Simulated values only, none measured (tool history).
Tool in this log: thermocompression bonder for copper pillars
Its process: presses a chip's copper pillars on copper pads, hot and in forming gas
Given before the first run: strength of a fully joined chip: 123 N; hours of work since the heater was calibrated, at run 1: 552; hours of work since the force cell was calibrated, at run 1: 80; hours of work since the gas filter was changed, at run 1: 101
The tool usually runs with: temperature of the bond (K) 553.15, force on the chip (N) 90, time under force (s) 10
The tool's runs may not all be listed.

run   hour  temperature of the bond (K)  force on the chip (N)  time under force (s)  hours of work since the heater was calibrated  hours of work since the force cell was calibrated  hours of work since the gas filter was changed  force that shears a chip off (N)
  1    0.0                       553.15                     90                    10                                            552                                                 80                                             101                              66.2
  2   25.7                       553.15                     90                    10                                            563                                                 91                                             112                              62.8
  3   42.7                       553.15                     90                    10                                            570                                                 99                                             120                              63.3
  4   77.9                       553.15                     90                    10                                            585                                                114                                             135                              64.1
  5  105.9                       553.15                     90                    10                                            597                                                126                                             147                              62.1
  6  140.3                       553.15                     90                     6                                            612                                                141                                             162                              51.6
  7  167.2                       553.15                     90                    10                                            624                                                152                                             174                              61.6
  8  183.6                       553.15                     98                    10                                            631                                                159                                             181                              67.0
  9  213.3                       553.15                     98                    10                                            644                                                172                                             193                              66.7
 10  244.6                       553.15                     98                    10                                            657                                                186                                             207                              64.8
 11  266.7                       553.15                    129                    10                                            667                                                195                                             216                              75.8
 12  300.2                       553.15                    129                    10                                            681                                                210                                             231                              75.5
 13  335.9                       553.15                    129                    10                                            697                                                225                                             246                              77.7
 14  358.1                       553.15                    129                    10                                            706                                                235                                             256                              76.0
 15  395.0                       530.15                    110                    12                                            722                                                251                                             272                              54.7
 16  416.3                       576.15                     60                    10                                            731                                                260                                             281                              58.9
 17  448.0                       553.15                     60                     7                                            745                                                273                                             295                              38.9
 18  477.8                       556.15                     90                     5                                            758                                                286                                             307                              47.1
 19  509.1                       556.15                     90                     5                                            771                                                300                                             321                              49.2
 20  529.2                       530.15                     90                     8                                            780                                                308                                             330                              39.4
 21  554.5                       530.15                     90                     8                                            791                                                319                                             341                              40.1
 22  575.4                       544.15                     90                    25                                            800                                                328                                             350                              71.6
 23  610.8                       544.15                     90                    25                                            815                                                344                                             365                              70.7
 24  647.4                       544.15                     90                    25                                            831                                                359                                             381                              68.6
 25  680.0                       553.15                     90                    11                                            845                                                373                                             395                              59.7
 26  700.4                       553.15                     66                    23                                            854                                                382                                             403                              61.5

Had the tool no unlogged condition, and each run kept its random variation, what would the results have been?
The hidden state here: true temperature of the bond over the reading, C; force that reaches the chip, % of what is set; oxide that the forming gas leaves, % of the face; drift of the gauge itself on shear_n, %.
run  force that shears a chip off (N)
  1                              71.2
  2                              67.9
  3                              68.5
  4                              69.8
  5                              68.0
  6                              57.2
  7                              68.0
  8                              73.9
  9                              73.8
 10                              72.1
 11                              84.0
 12                              84.1
 13                              86.9
 14                              85.4
 15                              63.1
 16                              67.3
 17                              45.4
 18                              54.9
 19                              57.3
 20                              47.0
 21                              47.9
 22                              83.1
 23                              82.4
 24                              80.5
 25                              71.1
 26                              73.1
